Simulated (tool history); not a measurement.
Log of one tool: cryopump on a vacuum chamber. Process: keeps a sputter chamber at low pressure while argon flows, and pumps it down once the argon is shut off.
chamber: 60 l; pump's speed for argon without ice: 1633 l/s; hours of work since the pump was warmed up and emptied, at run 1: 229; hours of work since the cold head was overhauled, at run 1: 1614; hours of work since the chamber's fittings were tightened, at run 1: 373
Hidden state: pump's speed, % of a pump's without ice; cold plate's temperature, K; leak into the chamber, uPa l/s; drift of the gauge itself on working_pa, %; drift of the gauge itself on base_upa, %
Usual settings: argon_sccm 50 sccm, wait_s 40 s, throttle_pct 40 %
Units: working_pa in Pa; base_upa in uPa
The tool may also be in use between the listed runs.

run	hour	argon_sccm	wait_s	throttle_pct	hours of work since the pump was warmed up and emptied	hours of work since the cold head was overhauled	hours of work since the chamber's fittings were tightened	working_pa	base_upa
1	0.0	50	40	40	229	1614	373	0.1362	1.30
2	99.5	50	40	40	271	1656	415	0.1392	1.35
3	222.0	50	40	40	322	1707	467	0.1393	1.31
4	318.7	50	40	40	363	1748	507	0.1408	1.36
5	408.5	50	40	40	400	1785	545	0.1437	1.41
6	476.2	50	40	40	429	1814	573	0.1442	1.46
7	600.2	50	40	40	481	1866	625	0.1461	1.53
8	714.7	50	40	40	529	1914	674	0.1477	1.52
9	817.2	35	40	40	572	1957	717	0.1054	1.59
10	943.2	50	137	40	625	2010	770	0.1532	1.05
# hour 1019.7: pump warmed up, emptied and cooled again
11	1049.1	50	137	40	12	2052	812	0.1318	0.85
12	1170.3	86	40	40	63	2103	863	0.2267	1.54
13	1228.0	50	40	40	87	2128	887	0.1331	1.49
14	1304.1	50	40	35	119	2159	919	0.1518	1.54
15	1403.7	50	40	35	161	2201	961	0.1531	1.55
16	1486.4	50	40	35	196	2236	996	0.1536	1.58
17	1539.6	50	191	35	218	2258	1018	0.1550	0.92
18	1595.4	46	142	27	242	2282	1041	0.1852	1.02
19	1711.2	46	142	27	290	2330	1090	0.1851	1.05
20	1766.1	50	70	40	314	2354	1113	0.1397	1.30

Run 21 comes next. What will it give?
21	1835.4	53	174	20	343	2383	1142	?	?

working_pa: 0.2859 Pa
base_upa: 1.08 uPa
Without the tool's hidden state the same run would have given working_pa 0.2735 Pa, base_upa 0.39 uPa.

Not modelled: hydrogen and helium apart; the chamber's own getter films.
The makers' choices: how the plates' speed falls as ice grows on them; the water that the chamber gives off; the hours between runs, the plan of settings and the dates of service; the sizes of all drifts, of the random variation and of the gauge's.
